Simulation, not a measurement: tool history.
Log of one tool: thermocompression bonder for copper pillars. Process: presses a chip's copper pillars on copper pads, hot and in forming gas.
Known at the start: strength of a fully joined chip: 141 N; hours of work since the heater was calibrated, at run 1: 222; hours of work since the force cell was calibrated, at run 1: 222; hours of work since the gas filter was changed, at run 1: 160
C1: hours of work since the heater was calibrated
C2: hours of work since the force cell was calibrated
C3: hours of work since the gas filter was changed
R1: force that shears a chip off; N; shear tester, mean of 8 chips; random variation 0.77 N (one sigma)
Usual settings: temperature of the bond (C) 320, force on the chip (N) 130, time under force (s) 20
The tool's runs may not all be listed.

Run 1, day 0: usual settings; C1 222; C2 222; C3 160. Result: R1 57.5 N.
Run 2, day 2.8: usual settings; C1 264; C2 264; C3 202. Result: R1 57.6 N.
At day 5.054: forming gas filter changed.
Run 3, day 5.583: usual settings; C1 305; C2 305; C3 8. Result: R1 57.5 N.
Run 4, day 6.979: usual settings; C1 326; C2 326; C3 29. Result: R1 56.8 N.
Run 5, day 9.167: usual settings but time under force (s) 14; C1 358; C2 358; C3 61. Result: R1 50 N.
Run 6, day 10.958: usual settings; C1 385; C2 385; C3 88. Result: R1 57.4 N.
Run 7, day 13.225: usual settings; C1 418; C2 418; C3 121. Result: R1 58.7 N.
Run 8, day 14.729: usual settings; C1 441; C2 441; C3 143. Result: R1 57.4 N.
Run 9, day 17.488: usual settings but temperature of the bond (C) 330; C1 481; C2 481; C3 184. Result: R1 62.7 N.
Run 10, day 18.812: usual settings but temperature of the bond (C) 330; C1 501; C2 501; C3 204. Result: R1 64.3 N.
At day 20.433: heater calibrated with a thermocouple chip.
At day 21.029: forming gas filter changed.
Run 11, day 21.112: usual settings but temperature of the bond (C) 330; C1 10; C2 534; C3 1. Result: R1 66.4 N.
Run 12, day 23.158: usual settings but temperature of the bond (C) 330; C1 40; C2 564; C3 32. Result: R1 65.4 N.
Run 13, day 25.117: usual settings but temperature of the bond (C) 330; C1 69; C2 593; C3 61. Result: R1 64.3 N.
Run 14, day 26.929: usual settings; C1 96; C2 620; C3 87. Result: R1 56.8 N.
Run 15, day 29.479: usual settings; C1 134; C2 658; C3 125. Result: R1 59.2 N.
Run 16, day 32.321: usual settings but force on the chip (N) 142; C1 176; C2 700; C3 167. Result: R1 60.4 N.
Run 17, day 35.325: usual settings but force on the chip (N) 142; C1 220; C2 744; C3 212. Result: R1 60.6 N.
At day 36.862: forming gas filter changed.
Run 18, day 38.346: usual settings but time under force (s) 41; C1 265; C2 789; C3 22. Result: R1 74.5 N.
Run 19, day 40.725: usual settings but time under force (s) 41; C1 300; C2 824; C3 57. Result: R1 75.7 N.
Run 20, day 43.408: usual settings but force on the chip (N) 188; C1 340; C2 864; C3 97. Result: R1 70.9 N.
Run 21, day 46.542: usual settings but temperature of the bond (C) 297, force on the chip (N) 128, time under force (s) 17; C1 387; C2 910; C3 144. Result: R1 37.3 N.
Run 22, day 48.117: usual settings but temperature of the bond (C) 297, force on the chip (N) 128, time under force (s) 17; C1 410; C2 934; C3 167. Result: R1 39.2 N.

Run 23 comes next. What will it give?
Run 23, day 49.746: usual settings but temperature of the bond (C) 345, force on the chip (N) 151, time under force (s) 17; C1 434; C2 958; C3 191. Result: R1 ?.

Run 23 gave R1 77.6 N.
Without the tool's hidden state the same run would have given R1 78.2 N.

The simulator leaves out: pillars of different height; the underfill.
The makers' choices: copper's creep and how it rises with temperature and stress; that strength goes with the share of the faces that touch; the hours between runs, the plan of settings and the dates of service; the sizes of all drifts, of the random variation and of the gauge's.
